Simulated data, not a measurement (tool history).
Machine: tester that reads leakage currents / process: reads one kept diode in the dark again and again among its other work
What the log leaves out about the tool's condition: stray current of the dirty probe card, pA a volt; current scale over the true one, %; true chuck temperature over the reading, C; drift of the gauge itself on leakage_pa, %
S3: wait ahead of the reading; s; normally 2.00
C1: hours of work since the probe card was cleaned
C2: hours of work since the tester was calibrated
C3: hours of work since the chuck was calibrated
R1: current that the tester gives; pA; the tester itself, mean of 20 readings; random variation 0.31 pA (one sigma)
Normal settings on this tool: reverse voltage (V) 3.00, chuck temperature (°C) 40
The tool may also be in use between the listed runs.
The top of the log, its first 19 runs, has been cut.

{"run": 20, "hour": 488.6, "reverse voltage (V)": 17.09, "chuck temperature (°C)": 40, "S3": 2.0, "C1": 395, "C2": 658, "C3": 641, "R1": 254.89}
{"run": 21, "hour": 511.6, "reverse voltage (V)": 17.09, "chuck temperature (°C)": 40, "S3": 2.0, "C1": 406, "C2": 670, "C3": 652, "R1": 254.19}
{"run": 22, "hour": 537.4, "reverse voltage (V)": 11.97, "chuck temperature (°C)": 21, "S3": 2.0, "C1": 419, "C2": 683, "C3": 665, "R1": 39.51}
{"run": 23, "hour": 553.0, "reverse voltage (V)": 11.97, "chuck temperature (°C)": 21, "S3": 2.0, "C1": 427, "C2": 690, "C3": 673, "R1": 39.7}
{"run": 24, "hour": 573.0, "reverse voltage (V)": 11.97, "chuck temperature (°C)": 21, "S3": 0.43, "C1": 436, "C2": 700, "C3": 682, "R1": 40.94}
{"run": 25, "hour": 595.5, "reverse voltage (V)": 9.5, "chuck temperature (°C)": 30, "S3": 1.04, "C1": 448, "C2": 711, "C3": 694, "R1": 78.12}
{"run": 26, "hour": 628.5, "reverse voltage (V)": 1.57, "chuck temperature (°C)": 57, "S3": 1.32, "C1": 464, "C2": 728, "C3": 710, "R1": 276.09}
{"run": 27, "hour": 659.9, "reverse voltage (V)": 3.0, "chuck temperature (°C)": 34, "S3": 9.87, "C1": 479, "C2": 743, "C3": 725, "R1": 58.86}
{"run": 28, "hour": 680.6, "reverse voltage (V)": 3.0, "chuck temperature (°C)": 34, "S3": 9.87, "C1": 490, "C2": 753, "C3": 736, "R1": 59.21}
{"run": 29, "hour": 704.7, "reverse voltage (V)": 13.31, "chuck temperature (°C)": 36, "S3": 0.61, "C1": 501, "C2": 765, "C3": 747, "R1": 158.81}
{"run": 30, "hour": 735.8, "reverse voltage (V)": 13.31, "chuck temperature (°C)": 36, "S3": 0.61, "C1": 517, "C2": 780, "C3": 763, "R1": 159.68}
{"run": 31, "hour": 768.5, "reverse voltage (V)": 13.31, "chuck temperature (°C)": 23, "S3": 7.71, "C1": 533, "C2": 797, "C3": 779, "R1": 50.33}
{"run": 32, "hour": 805.0, "reverse voltage (V)": 13.31, "chuck temperature (°C)": 23, "S3": 7.71, "C1": 551, "C2": 815, "C3": 797, "R1": 50.11}
{"run": 33, "hour": 831.4, "reverse voltage (V)": 3.3, "chuck temperature (°C)": 23, "S3": 0.6, "C1": 564, "C2": 828, "C3": 810, "R1": 23.37}
{"run": 34, "hour": 865.0, "reverse voltage (V)": 2.32, "chuck temperature (°C)": 23, "S3": 1.05, "C1": 580, "C2": 844, "C3": 827, "R1": 19.23}
{"run": 35, "hour": 899.9, "reverse voltage (V)": 2.32, "chuck temperature (°C)": 28, "S3": 4.61, "C1": 598, "C2": 861, "C3": 844, "R1": 30.17}
{"run": 36, "hour": 921.0, "reverse voltage (V)": 2.32, "chuck temperature (°C)": 28, "S3": 4.61, "C1": 608, "C2": 872, "C3": 854, "R1": 30.18}
{"run": 37, "hour": 937.7, "reverse voltage (V)": 4.75, "chuck temperature (°C)": 40, "S3": 3.81, "C1": 616, "C2": 880, "C3": 862, "R1": 127.08}
{"run": 38, "hour": 961.1, "reverse voltage (V)": 15.97, "chuck temperature (°C)": 26, "S3": 2.69, "C1": 628, "C2": 892, "C3": 874, "R1": 73.39}
{"run": 39, "hour": 986.0, "reverse voltage (V)": 2.39, "chuck temperature (°C)": 50, "S3": 0.48, "C1": 640, "C2": 904, "C3": 886, "R1": 199.19}
{"run": 40, "hour": 1002.2, "reverse voltage (V)": 1.15, "chuck temperature (°C)": 50, "S3": 0.72, "C1": 648, "C2": 912, "C3": 894, "R1": 134.33}

Alternative continuations, all from the tool just after run 40; predict every row:
{"run": "A", "hour": 1036.0, "reverse voltage (V)": 1.46, "chuck temperature (°C)": 50, "S3": 3.96, "C1": 665, "C2": 929, "C3": 911, "R1": "?"}
{"run": "B", "hour": 1036.0, "reverse voltage (V)": 2.58, "chuck temperature (°C)": 40, "S3": 2.0, "C1": 665, "C2": 929, "C3": 911, "R1": "?"}
{"run": "C", "hour": 1036.0, "reverse voltage (V)": 3.0, "chuck temperature (°C)": 40, "S3": 3.09, "C1": 665, "C2": 929, "C3": 911, "R1": "?"}
{"run": "D", "hour": 1036.0, "reverse voltage (V)": 1.42, "chuck temperature (°C)": 40, "S3": 2.0, "C1": 665, "C2": 929, "C3": 911, "R1": "?"}

run=A R1=153.09
run=B R1=91.48
run=C R1=98.84
run=D R1=66.13
Had the tool no hidden state, the same runs would have come out as:
run=A R1=157.42
run=B R1=93.76
run=C R1=101.25
run=D R1=67.90

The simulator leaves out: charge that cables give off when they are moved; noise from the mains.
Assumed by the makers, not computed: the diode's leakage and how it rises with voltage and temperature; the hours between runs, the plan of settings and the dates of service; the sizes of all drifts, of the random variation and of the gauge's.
